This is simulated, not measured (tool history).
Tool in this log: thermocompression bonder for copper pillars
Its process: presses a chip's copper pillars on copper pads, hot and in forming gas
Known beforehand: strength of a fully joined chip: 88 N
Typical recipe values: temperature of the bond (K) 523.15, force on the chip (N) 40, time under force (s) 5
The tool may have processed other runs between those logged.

run,hour,temperature of the bond (K),force on the chip (N),time under force (s),force that shears a chip off (N)
1,0,523.15,40,5,65.9
2,48.9,523.15,40,5,64.3
3,135.4,528.15,40,5,69.4
4,222.7,528.15,40,5,67.8
# hour 286.3: heater calibrated with a thermocouple chip
5,309.1,496.15,40,5,49.7
6,371,496.15,40,5,47.4
# hour 416.2: heater calibrated with a thermocouple chip, once more
7,460.4,523.15,40,5,62
8,533.1,523.15,40,3,53.3
# hour 599.4: forming gas filter changed
9,613.2,523.15,40,3,53.9
10,679.1,523.15,40,5,62.8
11,760.7,523.15,40,9,70.9
12,824,514.15,40,9,65
13,874,514.15,40,9,66.5
14,939.4,514.15,40,9,66.5
15,1019.8,514.15,40,9,66.8
16,1069.9,514.15,40,9,65.3
17,1114.9,495.15,40,5,42.9
18,1155.1,495.15,40,5,44.3
19,1193.6,495.15,40,5,44.1
20,1255.3,495.15,40,5,44.6
21,1301.6,523.15,43,7,68.5
# hour 1375.5: forming gas filter changed
22,1375.5,543.15,43,7,79.3
23,1417.6,543.15,43,7,80.1
24,1465,543.15,43,7,80.6
25,1523.9,523.15,26,5,56.4
26,1601.5,544.15,41,7,80.4
27,1684.1,516.15,40,5,61.1
28,1724.9,524.15,25,9,66.2
29,1763.2,511.15,42,6,60.7
30,1805.1,498.15,42,6,51.5
31,1883.7,498.15,42,6,52.3
32,1930.6,541.15,29,3,62
33,1988.6,541.15,34,3,64.6
34,2029.4,541.15,34,3,64.8
35,2077.9,541.15,34,3,66.2
36,2124.6,528.15,25,3,51.4
# hour 2151.1: forming gas filter changed
# hour 2189.8: force cell calibrated
37,2211.5,503.15,40,9,62.4
38,2267.5,503.15,40,9,60.9
39,2329.9,495.15,40,6,50.6

Some steps in force that shears a chip off (N), run to run, broken into two amounts with sign: the step expected even without the hidden condition (settings, incoming material, random variation), and the rest, left for the hidden condition together with whatever gauge scatter is not in both the measured and the hidden-condition-free result:
Unlogged tool condition in this case: true temperature of the bond over the reading, C; force that reaches the chip, % of what is set; oxide that the forming gas leaves, % of the face; drift of the gauge itself on shear_n, %.
Run 4 -> 5: temperature of the bond (K) 528.15 -> 496.15, heater calibrated with a thermocouple chip. force that shears a chip off (N) -18.1: hidden state +2.8, all else -20.9.
Run 6 -> 7: temperature of the bond (K) 496.15 -> 523.15, heater calibrated with a thermocouple chip, once more. force that shears a chip off (N) +14.6: hidden state -6.5, all else +21.1.
Run 20 -> 21: temperature of the bond (K) 495.15 -> 523.15, force on the chip (N) 40 -> 43, time under force (s) 5 -> 7. force that shears a chip off (N) +23.9: hidden state -1.2, all else +25.1.
Run 24 -> 25: temperature of the bond (K) 543.15 -> 523.15, force on the chip (N) 43 -> 26, time under force (s) 7 -> 5. force that shears a chip off (N) -24.2: hidden state +2.2, all else -26.4.
Run 25 -> 26: temperature of the bond (K) 523.15 -> 544.15, force on the chip (N) 26 -> 41, time under force (s) 5 -> 7. force that shears a chip off (N) +24: hidden state -2.4, all else +26.4.
Run 26 -> 27: temperature of the bond (K) 544.15 -> 516.15, force on the chip (N) 41 -> 40, time under force (s) 7 -> 5. force that shears a chip off (N) -19.3: hidden state +2.5, all else -21.8.

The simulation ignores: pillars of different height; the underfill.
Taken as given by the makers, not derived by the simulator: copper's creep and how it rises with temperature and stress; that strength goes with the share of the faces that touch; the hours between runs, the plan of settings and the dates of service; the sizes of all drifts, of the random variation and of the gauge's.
